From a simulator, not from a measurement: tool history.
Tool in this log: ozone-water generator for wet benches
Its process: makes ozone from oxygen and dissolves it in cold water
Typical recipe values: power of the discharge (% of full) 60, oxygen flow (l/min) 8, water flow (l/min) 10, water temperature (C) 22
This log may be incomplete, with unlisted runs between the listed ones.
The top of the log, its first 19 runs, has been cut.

run    hour  power of the discharge (% of full)  oxygen flow (l/min)  water flow (l/min)  water temperature (C)  dissolved ozone (ppm)  ozone in the gas ahead of the water (g/m3)
 20    1997                                  91                 13.4                   9                     15                     48                                       225.4
 21  2118.7                                  60                 5.89                  10                     22                   34.9                                       255.3
 22  2182.5                                  46                14.27                  11                     16                   25.7                                       138.2
 23  2324.3                                  46                14.27                  11                     16                   25.4                                       136.3
 24  2458.4                                  46                 4.69                  13                     16                   26.8                                         238
     2487.1  -- water thermometer calibrated
 25  2554.3                                  93                 4.53                   7                     19                     65                                       384.6
 26  2631.1                                  93                 4.53                   7                     19                   64.6                                       387.4
 27  2763.6                                  93                 5.61                   7                     19                   62.1                                       343.6
 28    2836                                  93                 5.21                   7                     19                   62.7                                         359
 29  2901.4                                  76                    8                  10                     22                     38                                       253.2
 30  2965.5                                  60                13.26                  10                     22                   28.1                                       169.9
 31  3103.5                                  80                 9.62                  10                     19                   39.4                                       238.8
 32  3244.3                                  80                 9.62                  10                     19                   39.9                                       238.3
 33  3327.1                                  98                12.52                  12                     27                   30.7                                       239.4

Below are 4 alternative next runs, each starting from the tool's condition after run 33. Predict each:
  A  3405.9                                  90                 5.34                   7                     27                      ?                                           ?
  B  3405.9                                  98                12.52                   7                     27                      ?                                           ?
  C  3405.9                                  75                12.52                  12                     14                      ?                                           ?
  D  3405.9                                  60                  4.3                  12                     22                      ?                                           ?

run  dissolved ozone (ppm)  ozone in the gas ahead of the water (g/m3)
  A                   49.8                                       342.8
  B                   40.1                                       241.2
  C                   35.6                                       198.8
  D                   30.5                                       291.2
Had the tool no hidden state, the same runs would have come out as:
run  dissolved ozone (ppm)  ozone in the gas ahead of the water (g/m3)
  A                   56.3                                       380.4
  B                   45.5                                       269.1
  C                   40.1                                       218.3
  D                   33.9                                       315.2
